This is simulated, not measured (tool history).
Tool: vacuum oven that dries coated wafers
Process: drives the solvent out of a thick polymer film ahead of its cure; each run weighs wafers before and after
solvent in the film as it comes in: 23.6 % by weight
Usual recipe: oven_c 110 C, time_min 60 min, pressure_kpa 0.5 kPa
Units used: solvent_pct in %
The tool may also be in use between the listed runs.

Run 1, hour 0: usual settings. Result: solvent_pct 2.08 %.
Run 2, hour 65.7: usual settings. Result: solvent_pct 2.1 %.
Run 3, hour 110.2: usual settings. Result: solvent_pct 2.09 %.
Run 4, hour 177.9: usual settings. Result: solvent_pct 2.08 %.
Run 5, hour 229.9: usual settings. Result: solvent_pct 2.06 %.
Run 6, hour 307.8: usual settings. Result: solvent_pct 2.04 %.
Run 7, hour 360.9: usual settings. Result: solvent_pct 2.04 %.
Run 8, hour 436.2: usual settings. Result: solvent_pct 2.01 %.
Run 9, hour 490.9: usual settings. Result: solvent_pct 2.09 %.
Run 10, hour 574.2: usual settings but time_min 43 min. Result: solvent_pct 3.63 %.
Run 11, hour 624.7: usual settings but time_min 43 min. Result: solvent_pct 3.67 %.
Run 12, hour 706.1: usual settings but time_min 43 min. Result: solvent_pct 3.62 %.
Run 13, hour 757.9: usual settings but time_min 43 min. Result: solvent_pct 3.62 %.
Run 14, hour 814.7: usual settings but time_min 78 min. Result: solvent_pct 1.19 %.
Run 15, hour 874.1: usual settings but time_min 78 min. Result: solvent_pct 1.19 %.
Run 16, hour 940.2: usual settings but time_min 78 min. Result: solvent_pct 1.17 %.
Run 17, hour 991.2: usual settings but oven_c 113 C. Result: solvent_pct 1.43 %.
Run 18, hour 1047.8: usual settings but oven_c 123 C, time_min 46 min, pressure_kpa 0.514 kPa. Result: solvent_pct 0.77 %.
At hour 1099: vacuum gauge cleaned of residue and calibrated.
Run 19, hour 1121.2: usual settings but oven_c 123 C, time_min 46 min, pressure_kpa 0.514 kPa. Result: solvent_pct 0.73 %.
Run 20, hour 1198.1: usual settings but oven_c 123 C, time_min 46 min, pressure_kpa 0.514 kPa. Result: solvent_pct 0.72 %.
Run 21, hour 1243.3: usual settings but time_min 39 min. Result: solvent_pct 3.99 %.
Run 22, hour 1297.4: usual settings but oven_c 113 C, time_min 70 min. Result: solvent_pct 0.95 %.
At hour 1349.9: oven's thermocouples calibrated.
Run 23, hour 1360.5: usual settings but time_min 40 min, pressure_kpa 1.376 kPa. Result: solvent_pct 4.67 %.
Run 24, hour 1400.7: usual settings but time_min 40 min, pressure_kpa 1.376 kPa. Result: solvent_pct 4.66 %.
Run 25, hour 1435.7: usual settings but oven_c 124 C, time_min 39 min, pressure_kpa 0.629 kPa. Result: solvent_pct 1.07 %.
Run 26, hour 1520.8: usual settings but oven_c 118 C, time_min 33 min, pressure_kpa 0.313 kPa. Result: solvent_pct 2.69 %.
Run 27, hour 1560.5: usual settings but oven_c 121 C, time_min 58 min, pressure_kpa 0.31 kPa. Result: solvent_pct 0.48 %.
Run 28, hour 1611.1: usual settings but oven_c 103 C, time_min 78 min, pressure_kpa 0.405 kPa. Result: solvent_pct 2.47 %.
Run 29, hour 1654.9: usual settings but time_min 96 min, pressure_kpa 1.096 kPa. Result: solvent_pct 1.24 %.
Run 30, hour 1740.9: usual settings but oven_c 102 C, pressure_kpa 0.448 kPa. Result: solvent_pct 4.24 %.
Run 31, hour 1827.4: usual settings but oven_c 105 C, time_min 33 min, pressure_kpa 0.475 kPa. Result: solvent_pct 7.06 %.
Run 32, hour 1893.1: usual settings but oven_c 105 C, time_min 33 min, pressure_kpa 0.475 kPa. Result: solvent_pct 7 %.
Run 33, hour 1945.2: usual settings but oven_c 117 C, time_min 71 min, pressure_kpa 0.57 kPa. Result: solvent_pct 0.66 %.
Run 34, hour 1999.4: usual settings but oven_c 96 C. Result: solvent_pct 6.51 %.

Predict each of these 4 candidate next runs independently; none follows another, all start after run 34:
Run A, hour 2040.1: usual settings but oven_c 96 C, pressure_kpa 0.581 kPa. Result: solvent_pct ?.
Run B, hour 2040.1: usual settings but oven_c 97 C, time_min 97 min. Result: solvent_pct ?.
Run C, hour 2040.1: usual settings but oven_c 96 C, time_min 31 min. Result: solvent_pct ?.
Run D, hour 2040.1: usual settings but time_min 93 min. Result: solvent_pct ?.

run  solvent_pct
  A         6.54
  B         3.18
  C        10.83
  D         0.83
Had the tool no hidden state, the same runs would have come out as:
run  solvent_pct
  A         6.77
  B         3.35
  C        11.05
  D         0.87

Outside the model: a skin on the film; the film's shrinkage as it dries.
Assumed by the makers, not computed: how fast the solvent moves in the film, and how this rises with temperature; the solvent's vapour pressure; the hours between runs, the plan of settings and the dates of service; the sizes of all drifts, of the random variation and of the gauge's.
